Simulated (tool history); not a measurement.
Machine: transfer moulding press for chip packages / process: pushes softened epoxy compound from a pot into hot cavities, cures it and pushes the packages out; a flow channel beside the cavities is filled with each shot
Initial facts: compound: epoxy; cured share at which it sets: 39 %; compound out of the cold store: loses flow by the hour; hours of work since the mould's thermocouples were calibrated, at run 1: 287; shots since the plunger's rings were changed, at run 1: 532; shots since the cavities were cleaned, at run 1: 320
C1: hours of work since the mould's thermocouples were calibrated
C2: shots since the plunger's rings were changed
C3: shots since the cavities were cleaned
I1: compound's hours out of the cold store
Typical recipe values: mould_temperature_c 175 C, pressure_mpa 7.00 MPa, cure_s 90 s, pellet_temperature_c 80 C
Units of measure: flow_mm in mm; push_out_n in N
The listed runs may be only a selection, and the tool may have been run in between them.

Run 1, day 0.000: usual settings; C1 287; C2 532; C3 320; I1 19.0. Result: flow_mm 874 mm, push_out_n 593 N.
At day 0.362: cavities cleaned with cleaning compound and waxed.
At day 1.683: cavities cleaned with cleaning compound and waxed.
At day 3.042: cavities cleaned with cleaning compound and waxed.
Run 2, day 3.912: usual settings; C1 356; C2 1837; C3 305; I1 22.9. Result: flow_mm 850 mm, push_out_n 573 N.
At day 4.488: cavities cleaned with cleaning compound and waxed.
At day 5.925: cavities cleaned with cleaning compound and waxed.
At day 7.371: cavities cleaned with cleaning compound and waxed.
Run 3, day 7.617: usual settings; C1 422; C2 3069; C3 86; I1 43.2. Result: flow_mm 804 mm, push_out_n 514 N.
At day 8.917: plunger's sealing rings changed.
At day 8.979: cavities cleaned with cleaning compound and waxed.
At day 10.483: cavities cleaned with cleaning compound and waxed.
Run 4, day 10.767: usual settings but pressure_mpa 5.80 MPa; C1 476; C2 604; C3 100; I1 18.4. Result: flow_mm 791 mm, push_out_n 511 N.
At day 11.762: cavities cleaned with cleaning compound and waxed.
At day 13.342: cavities cleaned with cleaning compound and waxed.
Run 5, day 13.712: usual settings but pressure_mpa 5.80 MPa; C1 529; C2 1592; C3 130; I1 36.1. Result: flow_mm 751 mm, push_out_n 522 N.
At day 14.775: cavities cleaned with cleaning compound and waxed.
Run 6, day 15.429: usual settings but pressure_mpa 5.80 MPa; C1 560; C2 2171; C3 228; I1 11.6. Result: flow_mm 792 mm, push_out_n 560 N.
At day 16.221: cavities cleaned with cleaning compound and waxed.
At day 17.600: cavities cleaned with cleaning compound and waxed.
At day 18.933: cavities cleaned with cleaning compound and waxed.
Run 7, day 18.996: usual settings; C1 623; C2 3355; C3 21; I1 16.4. Result: flow_mm 849 mm, push_out_n 445 N.
At day 19.500: plunger's sealing rings changed.
At day 20.442: cavities cleaned with cleaning compound and waxed.
Run 8, day 21.017: usual settings but pellet_temperature_c 79 C; C1 658; C2 509; C3 201; I1 8.8. Result: flow_mm 889 mm, push_out_n 527 N.
At day 21.846: cavities cleaned with cleaning compound and waxed.
At day 23.188: cavities cleaned with cleaning compound and waxed.
Run 9, day 23.612: usual settings but pellet_temperature_c 79 C; C1 704; C2 1376; C3 149; I1 44.9. Result: flow_mm 813 mm, push_out_n 509 N.
At day 24.508: cavities cleaned with cleaning compound and waxed.
Run 10, day 25.600: usual settings but pressure_mpa 5.26 MPa; C1 740; C2 2049; C3 382; I1 9.4. Result: flow_mm 754 mm, push_out_n 603 N.
At day 25.846: cavities cleaned with cleaning compound and waxed.
At day 27.183: cavities cleaned with cleaning compound and waxed.
Run 11, day 28.162: usual settings but pressure_mpa 5.26 MPa; C1 785; C2 2903; C3 343; I1 31.0. Result: flow_mm 715 mm, push_out_n 573 N.
At day 28.533: cavities cleaned with cleaning compound and waxed.
At day 29.825: cavities cleaned with cleaning compound and waxed.
At day 30.158: plunger's sealing rings changed.
At day 31.200: cavities cleaned with cleaning compound and waxed.
Run 12, day 31.508: usual settings but pressure_mpa 5.26 MPa; C1 842; C2 451; C3 107; I1 8.8. Result: flow_mm 769 mm, push_out_n 510 N.
At day 32.529: cavities cleaned with cleaning compound and waxed.
At day 32.917: mould's thermocouples calibrated.
Run 13, day 33.354: usual settings but pressure_mpa 5.26 MPa; C1 8; C2 1047; C3 260; I1 41.0. Result: flow_mm 714 mm, push_out_n 567 N.
At day 33.958: cavities cleaned with cleaning compound and waxed.
At day 35.421: cavities cleaned with cleaning compound and waxed.
Run 14, day 35.733: usual settings but pressure_mpa 5.26 MPa; C1 50; C2 1837; C3 111; I1 11.4. Result: flow_mm 761 mm, push_out_n 541 N.
At day 36.938: cavities cleaned with cleaning compound and waxed.
At day 38.212: cavities cleaned with cleaning compound and waxed.
Run 15, day 39.408: usual settings but pressure_mpa 8.53 MPa, cure_s 119 s; C1 116; C2 3080; C3 418; I1 38.6. Result: flow_mm 895 mm, push_out_n 481 N.
At day 39.729: cavities cleaned with cleaning compound and waxed.
At day 40.883: plunger's sealing rings changed.
At day 41.125: cavities cleaned with cleaning compound and waxed.
Run 16, day 41.550: usual settings but mould_temperature_c 171 C, pressure_mpa 7.13 MPa, cure_s 128 s, pellet_temperature_c 75 C; C1 152; C2 212; C3 149; I1 19.2. Result: flow_mm 890 mm, push_out_n 410 N.
At day 42.633: cavities cleaned with cleaning compound and waxed.
At day 44.062: cavities cleaned with cleaning compound and waxed.
Run 17, day 44.183: usual settings but mould_temperature_c 179 C, pressure_mpa 7.93 MPa, cure_s 101 s; C1 199; C2 1091; C3 42; I1 29.6. Result: flow_mm 883 mm, push_out_n 371 N.
At day 45.479: cavities cleaned with cleaning compound and waxed.
Run 18, day 46.112: usual settings but mould_temperature_c 179 C, pressure_mpa 7.93 MPa, cure_s 101 s; C1 234; C2 1744; C3 221; I1 41.2. Result: flow_mm 858 mm, push_out_n 440 N.
At day 46.875: cavities cleaned with cleaning compound and waxed.
Run 19, day 47.767: usual settings but mould_temperature_c 179 C, pressure_mpa 7.93 MPa, cure_s 99 s; C1 263; C2 2302; C3 312; I1 10.0. Result: flow_mm 918 mm, push_out_n 472 N.
At day 48.221: cavities cleaned with cleaning compound and waxed.
At day 49.554: cavities cleaned with cleaning compound and waxed.
Run 20, day 50.158: usual settings but mould_temperature_c 179 C, pressure_mpa 7.93 MPa, cure_s 99 s; C1 306; C2 3096; C3 212; I1 22.1. Result: flow_mm 881 mm, push_out_n 433 N.
At day 50.871: cavities cleaned with cleaning compound and waxed.
At day 51.475: plunger's sealing rings changed.
At day 52.267: cavities cleaned with cleaning compound and waxed.
Run 21, day 53.212: usual settings but mould_temperature_c 179 C, pressure_mpa 7.93 MPa, cure_s 99 s, pellet_temperature_c 75 C; C1 358; C2 586; C3 331; I1 46.5. Result: flow_mm 854 mm, push_out_n 464 N.
At day 53.571: cavities cleaned with cleaning compound and waxed.
At day 54.867: cavities cleaned with cleaning compound and waxed.
At day 56.429: cavities cleaned with cleaning compound and waxed.
Run 22, day 56.429: usual settings but mould_temperature_c 179 C, pressure_mpa 7.93 MPa, cure_s 99 s, pellet_temperature_c 75 C; C1 415; C2 1647; C3 0; I1 32.8. Result: flow_mm 871 mm, push_out_n 359 N.
At day 57.896: cavities cleaned with cleaning compound and waxed.
Run 23, day 58.696: usual settings but pressure_mpa 6.88 MPa, cure_s 83 s, pellet_temperature_c 73 C; C1 456; C2 2419; C3 280; I1 16.1. Result: flow_mm 850 mm, push_out_n 700 N.
At day 59.362: cavities cleaned with cleaning compound and waxed.
At day 60.871: cavities cleaned with cleaning compound and waxed.
Run 24, day 61.608: usual settings but mould_temperature_c 168 C, pressure_mpa 7.39 MPa, cure_s 92 s, pellet_temperature_c 83 C; C1 508; C2 3396; C3 259; I1 8.5. Result: flow_mm 914 mm, push_out_n 864 N.
At day 62.000: plunger's sealing rings changed.
At day 62.304: cavities cleaned with cleaning compound and waxed.
At day 63.846: cavities cleaned with cleaning compound and waxed.
At day 65.212: cavities cleaned with cleaning compound and waxed.
Run 25, day 65.362: usual settings but pressure_mpa 5.45 MPa; C1 573; C2 1113; C3 54; I1 47.5. Result: flow_mm 714 mm, push_out_n 473 N.

Alternative continuations, all from the tool just after run 25; predict every row:
At day 66.721: cavities cleaned with cleaning compound and waxed.
At day 68.167: cavities cleaned with cleaning compound and waxed.
Run A, day 68.267: usual settings but mould_temperature_c 170 C, pressure_mpa 5.84 MPa, pellet_temperature_c 79 C; C1 625; C2 2086; C3 36; I1 17.9. Result: flow_mm ?, push_out_n ?.
At day 66.721: cavities cleaned with cleaning compound and waxed.
At day 68.167: cavities cleaned with cleaning compound and waxed.
Run B, day 68.267: usual settings but mould_temperature_c 178 C, pressure_mpa 5.62 MPa; C1 625; C2 2086; C3 36; I1 45.4. Result: flow_mm ?, push_out_n ?.
At day 66.721: cavities cleaned with cleaning compound and waxed.
At day 68.167: cavities cleaned with cleaning compound and waxed.
Run C, day 68.267: usual settings but pressure_mpa 8.04 MPa; C1 625; C2 2086; C3 36; I1 10.3. Result: flow_mm ?, push_out_n ?.

run  flow_mm  push_out_n
  A      794         673
  B      712         409
  C      932         478
With the hidden condition removed and each run's random variation left untouched, the same runs would have given:
run  flow_mm  push_out_n
  A      817         669
  B      732         391
  C      959         468
